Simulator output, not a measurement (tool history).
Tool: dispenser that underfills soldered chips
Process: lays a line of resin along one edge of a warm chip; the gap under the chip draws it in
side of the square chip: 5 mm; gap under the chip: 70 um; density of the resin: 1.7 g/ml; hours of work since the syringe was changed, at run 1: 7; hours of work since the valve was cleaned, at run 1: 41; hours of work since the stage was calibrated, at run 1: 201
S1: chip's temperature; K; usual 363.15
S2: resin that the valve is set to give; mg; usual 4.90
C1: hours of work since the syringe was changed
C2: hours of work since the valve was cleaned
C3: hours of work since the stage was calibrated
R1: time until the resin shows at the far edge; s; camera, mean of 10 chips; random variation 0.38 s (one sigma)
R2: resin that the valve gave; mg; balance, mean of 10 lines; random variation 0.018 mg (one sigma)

Run 1, hour 0.0: usual settings; C1 7; C2 41; C3 201. Result: R1 37.7 s, R2 4.79 mg.
At hour 2.0: new syringe of resin.
Run 2, hour 7.9: usual settings but S2 5.07 mg; C1 4; C2 46; C3 206. Result: R1 30.2 s, R2 4.96 mg.
At hour 14.1: new syringe of resin.
Run 3, hour 17.0: usual settings but S2 5.07 mg; C1 2; C2 52; C3 212. Result: R1 26.4 s, R2 4.93 mg.
Run 4, hour 23.9: usual settings but S2 4.45 mg; C1 6; C2 56; C3 216. Result: R1 38.8 s, R2 4.35 mg.
At hour 25.6: dispensing valve cleaned and set on the balance.
At hour 27.6: new syringe of resin.
Run 5, hour 31.1: usual settings but S2 4.58 mg; C1 2; C2 3; C3 220. Result: R1 28.0 s, R2 4.58 mg.
Run 6, hour 34.8: usual settings but S2 4.58 mg; C1 5; C2 6; C3 223. Result: R1 33.4 s, R2 4.59 mg.
At hour 39.6: new syringe of resin.
Run 7, hour 40.1: usual settings but S2 4.58 mg; C1 0; C2 9; C3 226. Result: R1 22.8 s, R2 4.58 mg.
Run 8, hour 45.3: usual settings but S1 366.15 K; C1 4; C2 13; C3 229. Result: R1 26.3 s, R2 4.87 mg.
At hour 51.5: new syringe of resin.
Run 9, hour 52.3: usual settings but S1 377.15 K; C1 1; C2 17; C3 234. Result: R1 14.2 s, R2 4.89 mg.
Run 10, hour 57.0: usual settings but S1 371.15 K; C1 4; C2 20; C3 237. Result: R1 21.9 s, R2 4.89 mg.
Run 11, hour 62.3: usual settings but S2 4.25 mg; C1 7; C2 24; C3 240. Result: R1 40.8 s, R2 4.23 mg.
At hour 63.4: new syringe of resin.
Run 12, hour 67.3: usual settings but S2 4.25 mg; C1 3; C2 27; C3 243. Result: R1 28.1 s, R2 4.19 mg.
At hour 75.5: new syringe of resin.
Run 13, hour 76.4: usual settings but S2 4.25 mg; C1 1; C2 32; C3 249. Result: R1 23.9 s, R2 4.18 mg.
Run 14, hour 80.9: usual settings but S2 4.25 mg; C1 4; C2 36; C3 252. Result: R1 29.7 s, R2 4.22 mg.
At hour 87.4: new syringe of resin.
Run 15, hour 89.7: usual settings but S2 4.25 mg; C1 1; C2 41; C3 258. Result: R1 25.9 s, R2 4.21 mg.
Run 16, hour 94.6: usual settings but S2 4.25 mg; C1 5; C2 44; C3 261. Result: R1 33.2 s, R2 4.18 mg.
At hour 99.5: new syringe of resin.
Run 17, hour 101.2: usual settings but S2 4.25 mg; C1 1; C2 48; C3 265. Result: R1 24.8 s, R2 4.17 mg.
Run 18, hour 106.6: usual settings but S1 377.15 K, S2 4.67 mg; C1 5; C2 52; C3 269. Result: R1 18.4 s, R2 4.59 mg.
At hour 111.6: new syringe of resin.
At hour 114.5: dispensing valve cleaned and set on the balance.
Run 19, hour 115.0: usual settings but S1 377.15 K, S2 4.67 mg; C1 2; C2 0; C3 273. Result: R1 14.7 s, R2 4.68 mg.
Run 20, hour 119.3: usual settings but S1 367.15 K, S2 6.15 mg; C1 4; C2 3; C3 276. Result: R1 26.9 s, R2 6.11 mg.
At hour 125.3: new syringe of resin.
Run 21, hour 127.7: usual settings but S1 362.15 K, S2 4.38 mg; C1 2; C2 8; C3 282. Result: R1 27.3 s, R2 4.38 mg.
Run 22, hour 135.1: usual settings but S1 362.15 K, S2 4.75 mg; C1 6; C2 13; C3 287. Result: R1 39.0 s, R2 4.73 mg.
At hour 137.6: new syringe of resin.
Run 23, hour 139.3: usual settings but S1 362.15 K, S2 5.51 mg; C1 1; C2 16; C3 289. Result: R1 25.2 s, R2 5.44 mg.
Run 24, hour 145.0: usual settings but S1 362.15 K, S2 5.51 mg; C1 5; C2 20; C3 293. Result: R1 33.6 s, R2 5.45 mg.
At hour 149.7: new syringe of resin.
Run 25, hour 153.6: usual settings but S1 369.15 K, S2 6.18 mg; C1 3; C2 25; C3 298. Result: R1 21.1 s, R2 6.14 mg.
At hour 161.6: new syringe of resin.
Run 26, hour 161.6: usual settings but S1 348.15 K, S2 4.49 mg; C1 0; C2 30; C3 303. Result: R1 40.8 s, R2 4.43 mg.
Run 27, hour 169.6: usual settings but S1 352.15 K; C1 5; C2 36; C3 309. Result: R1 51.9 s, R2 4.84 mg.
At hour 173.5: new syringe of resin.
Run 28, hour 173.5: usual settings but S1 364.15 K, S2 5.93 mg; C1 0; C2 38; C3 311. Result: R1 21.4 s, R2 5.85 mg.
Run 29, hour 180.2: usual settings but S1 364.15 K, S2 5.93 mg; C1 4; C2 42; C3 315. Result: R1 29.6 s, R2 5.85 mg.
Run 30, hour 183.9: usual settings but S1 355.15 K, S2 5.93 mg; C1 7; C2 45; C3 318. Result: R1 51.0 s, R2 5.82 mg.
At hour 186.0: new syringe of resin.
Run 31, hour 188.2: usual settings but S1 377.15 K, S2 5.62 mg; C1 1; C2 47; C3 321. Result: R1 14.4 s, R2 5.53 mg.
Run 32, hour 196.7: usual settings but S1 377.15 K, S2 5.62 mg; C1 7; C2 53; C3 326. Result: R1 22.4 s, R2 5.49 mg.
At hour 198.5: new syringe of resin.
At hour 203.2: dispensing valve cleaned and set on the balance.
Run 33, hour 204.0: usual settings but S1 377.15 K, S2 5.62 mg; C1 3; C2 1; C3 330. Result: R1 16.3 s, R2 5.63 mg.
Run 34, hour 208.5: usual settings but S1 376.15 K, S2 4.67 mg; C1 6; C2 4; C3 333. Result: R1 21.6 s, R2 4.66 mg.

Hidden state or all else? Some run-to-run changes of R1, split into what the settings, what came in and random variation would give without the hidden state, and what is left for the hidden state (with any gauge scatter that isn't in both results):
The hidden state here: resin's viscosity, % of fresh resin's; dose that the valve gives, % of what is set; true chip temperature over the reading, C; drift of the gauge itself on fill_s, %; drift of the gauge itself on given_mg, %.
Run 26 -> 27: S1 348.15 -> 352.15, S2 4.49 -> 4.90. R1 +11.1 s: hidden state +17.5, all else -6.4.
Run 27 -> 28: S1 352.15 -> 364.15, S2 4.90 -> 5.93, new syringe of resin. R1 -30.5 s: hidden state -16.7, all else -13.8.
Run 29 -> 30: S1 364.15 -> 355.15. R1 +21.4 s: hidden state +12.1, all else +9.3.
Run 30 -> 31: S1 355.15 -> 377.15, S2 5.93 -> 5.62, new syringe of resin. R1 -36.6 s: hidden state -19.0, all else -17.6.

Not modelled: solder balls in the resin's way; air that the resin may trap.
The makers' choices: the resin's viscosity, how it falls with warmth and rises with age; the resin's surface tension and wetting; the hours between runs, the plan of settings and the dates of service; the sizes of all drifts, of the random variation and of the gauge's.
